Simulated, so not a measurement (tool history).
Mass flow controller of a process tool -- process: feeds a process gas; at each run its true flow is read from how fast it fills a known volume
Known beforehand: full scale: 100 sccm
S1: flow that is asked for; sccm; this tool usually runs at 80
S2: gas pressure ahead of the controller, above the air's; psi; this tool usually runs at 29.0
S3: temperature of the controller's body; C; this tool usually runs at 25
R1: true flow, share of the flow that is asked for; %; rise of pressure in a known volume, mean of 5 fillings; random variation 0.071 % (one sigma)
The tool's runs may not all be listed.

Run 1, hour 0.0: usual settings. Result: R1 99.88 %.
Run 2, hour 156.5: usual settings but S3 21 C. Result: R1 100.15 %.
Run 3, hour 318.6: usual settings but S3 21 C. Result: R1 100.08 %.
Run 4, hour 705.1: usual settings. Result: R1 100.15 %.
Run 5, hour 887.6: usual settings. Result: R1 100.20 %.
Run 6, hour 1082.1: usual settings but S2 20.9 psi. Result: R1 99.88 %.
Run 7, hour 1272.7: usual settings but S2 20.9 psi, S3 27 C. Result: R1 99.83 %.
Run 8, hour 1433.3: usual settings but S2 20.9 psi, S3 27 C. Result: R1 99.93 %.
Run 9, hour 1602.5: usual settings but S2 20.9 psi, S3 27 C. Result: R1 100.04 %.
Run 10, hour 1858.0: usual settings but S2 20.9 psi, S3 27 C. Result: R1 100.11 %.

Expected results for the next run?
Run 11, hour 2129.9: usual settings but S1 16 sccm, S2 25.1 psi, S3 39 C. Result: R1 ?.

R1: 99.53 %
With no hidden state in the tool, this same run would have given R1 98.75 %.
